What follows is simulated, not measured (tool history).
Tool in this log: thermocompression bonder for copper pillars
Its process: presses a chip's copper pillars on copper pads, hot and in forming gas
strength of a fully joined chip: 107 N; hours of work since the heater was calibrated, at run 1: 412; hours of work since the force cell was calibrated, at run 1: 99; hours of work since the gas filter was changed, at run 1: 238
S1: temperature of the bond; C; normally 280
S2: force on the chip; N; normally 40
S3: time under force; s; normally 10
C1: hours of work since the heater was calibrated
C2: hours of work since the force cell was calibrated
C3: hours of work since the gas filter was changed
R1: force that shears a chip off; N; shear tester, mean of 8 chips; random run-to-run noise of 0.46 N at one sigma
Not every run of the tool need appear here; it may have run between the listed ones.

run	hour	S1	S2	S3	C1	C2	C3	R1
1	0	280	40	10	412	99	238	66.5
2	4.3	280	40	10	416	102	241	66.7
3	11.4	280	40	10	421	107	246	66.6
4	19	292	40	10	426	113	252	74.1
5	26.5	292	40	10	432	118	257	74.1
6	34.9	292	40	10	438	124	263	74.2
7	41.1	280	40	10	442	129	268	66
8	50	280	40	10	449	135	274	66.4
9	58.7	280	40	10	455	142	281	66
10	65	280	30	10	460	146	285	55.6
11	73.3	280	30	10	466	152	291	56.3
12	80.3	280	30	10	471	157	296	55.4
13	88.1	280	30	10	476	163	302	56
14	93.6	280	45	10	480	167	306	69.2
15	100.9	278	40	10	486	172	311	64.8
16	105.4	278	40	10	489	175	315	64.2
# hour 107.8: heater calibrated with a thermocouple chip
17	114.7	278	40	10	5	181	320	61.3
18	118.6	280	40	18	8	184	323	73.6
19	123	280	60	18	11	187	326	85.5
20	129.7	280	60	18	16	192	331	85.2
# hour 136.7: heater calibrated with a thermocouple chip, once more
21	140.5	266	60	10	3	198	337	77
22	147.3	297	40	10	8	203	342	81.6
23	155.4	285	45	23	14	209	348	91
24	163.7	262	40	22	20	215	354	73.2
25	171.5	262	40	22	25	220	360	74.6
# hour 175.3: forming gas filter changed
26	177.4	297	45	12	29	224	1	91.8
27	183.8	297	45	12	34	229	6	91.8
28	188.7	257	40	13	37	233	10	64
29	196.2	257	40	13	43	238	15	64.5
30	201.1	256	37	5	46	242	19	43.3
31	209.4	280	40	19	52	248	25	85.4
32	218.1	280	40	10	59	254	31	75
33	223.6	280	40	10	63	258	35	75
34	230.9	280	40	10	68	263	40	75.4
35	235.5	280	40	10	71	267	44	74.7
36	243.8	280	40	15	77	273	50	82.1
37	251.2	280	40	15	83	278	55	80.9

What will run 38 give?
38	258.5	304	26	10	88	283	60	?

Run 38 measured R1 74 N.
On a tool with no hidden condition, and with the same random variation, this run would have come out at R1 74.8 N.
